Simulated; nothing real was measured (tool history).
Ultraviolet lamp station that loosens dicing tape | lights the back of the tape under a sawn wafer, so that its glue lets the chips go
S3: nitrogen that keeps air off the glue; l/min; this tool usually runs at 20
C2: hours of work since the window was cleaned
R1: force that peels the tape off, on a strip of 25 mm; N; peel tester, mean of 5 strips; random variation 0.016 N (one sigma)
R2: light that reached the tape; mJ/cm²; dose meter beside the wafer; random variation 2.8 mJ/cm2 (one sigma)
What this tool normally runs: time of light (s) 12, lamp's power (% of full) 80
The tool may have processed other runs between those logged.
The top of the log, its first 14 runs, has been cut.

Run 15, hour 278.9: usual settings; hours of work of the lamp 506; C2 248. Result: R1 0.996 N, R2 336 mJ/cm².
Run 16, hour 303.2: usual settings; hours of work of the lamp 523; C2 266. Result: R1 1.043 N, R2 337 mJ/cm².
Run 17, hour 316.8: usual settings; hours of work of the lamp 533; C2 275. Result: R1 0.974 N, R2 330 mJ/cm².
Run 18, hour 336.3: usual settings but lamp's power (% of full) 77, S3 8 l/min; hours of work of the lamp 547; C2 290. Result: R1 2.094 N, R2 323 mJ/cm².
Run 19, hour 363.3: usual settings but lamp's power (% of full) 77, S3 8 l/min; hours of work of the lamp 567; C2 309. Result: R1 2.099 N, R2 318 mJ/cm².
Run 20, hour 388.5: usual settings but lamp's power (% of full) 77, S3 8 l/min; hours of work of the lamp 585; C2 327. Result: R1 2.196 N, R2 317 mJ/cm².
Run 21, hour 408: usual settings but time of light (s) 16, lamp's power (% of full) 91, S3 26 l/min; hours of work of the lamp 599; C2 342. Result: R1 0.329 N, R2 500 mJ/cm².
Run 22, hour 421.8: usual settings but time of light (s) 16, lamp's power (% of full) 72, S3 29 l/min; hours of work of the lamp 609; C2 352. Result: R1 0.546 N, R2 396 mJ/cm².
Run 23, hour 447.7: usual settings but time of light (s) 23, lamp's power (% of full) 88, S3 17 l/min; hours of work of the lamp 628; C2 370. Result: R1 0.27 N, R2 678 mJ/cm².
Run 24, hour 461.8: usual settings but lamp's power (% of full) 94, S3 10 l/min; hours of work of the lamp 638; C2 381. Result: R1 1.309 N, R2 381 mJ/cm².
Run 25, hour 484.4: usual settings but lamp's power (% of full) 63, S3 10 l/min; hours of work of the lamp 655; C2 397. Result: R1 2.612 N, R2 254 mJ/cm².
Run 26, hour 505: usual settings but lamp's power (% of full) 63, S3 10 l/min; hours of work of the lamp 670; C2 412. Result: R1 2.686 N, R2 256 mJ/cm².
Run 27, hour 520.8: usual settings but lamp's power (% of full) 63, S3 10 l/min; hours of work of the lamp 681; C2 423. Result: R1 2.711 N, R2 253 mJ/cm².
Run 28, hour 547.8: usual settings but lamp's power (% of full) 62, S3 10 l/min; hours of work of the lamp 701; C2 443. Result: R1 2.638 N, R2 252 mJ/cm².
At hour 573.1: window cleaned of glue's vapour.
Run 29, hour 573.2: usual settings but lamp's power (% of full) 70, S3 8 l/min; hours of work of the lamp 719; C2 0. Result: R1 2.447 N, R2 296 mJ/cm².
Run 30, hour 592.4: usual settings but lamp's power (% of full) 70, S3 36 l/min; hours of work of the lamp 733; C2 14. Result: R1 0.892 N, R2 293 mJ/cm².
Run 31, hour 615.7: usual settings but lamp's power (% of full) 70, S3 36 l/min; hours of work of the lamp 750; C2 31. Result: R1 0.909 N, R2 293 mJ/cm².
Run 32, hour 634: usual settings but lamp's power (% of full) 97, S3 16 l/min; hours of work of the lamp 763; C2 44. Result: R1 0.784 N, R2 405 mJ/cm².
Run 33, hour 656.7: usual settings but lamp's power (% of full) 97, S3 16 l/min; hours of work of the lamp 779; C2 61. Result: R1 0.789 N, R2 399 mJ/cm².
Run 34, hour 679.7: usual settings but time of light (s) 20, S3 39 l/min; hours of work of the lamp 796; C2 77. Result: R1 0.252 N, R2 545 mJ/cm².

Predict each of these 4 candidate next runs independently; none follows another, all start after run 34:
Run A, hour 704: usual settings but lamp's power (% of full) 77, S3 7 l/min; hours of work of the lamp 814; C2 95. Result: R1 ?, R2 ?.
Run B, hour 704: usual settings but time of light (s) 15, S3 14 l/min; hours of work of the lamp 814; C2 95. Result: R1 ?, R2 ?.
Run C, hour 704: usual settings but time of light (s) 16, lamp's power (% of full) 71; hours of work of the lamp 814; C2 95. Result: R1 ?, R2 ?.
Run D, hour 704: usual settings but time of light (s) 20, S3 9 l/min; hours of work of the lamp 814; C2 95. Result: R1 ?, R2 ?.

run     R1   R2
  A  2.289  315
  B  0.883  408
  C  0.751  389
  D  0.701  541
Without the tool's hidden state the same runs would have given:
run     R1   R2
  A  1.793  367
  B  0.629  476
  C  0.534  453
  D  0.497  631
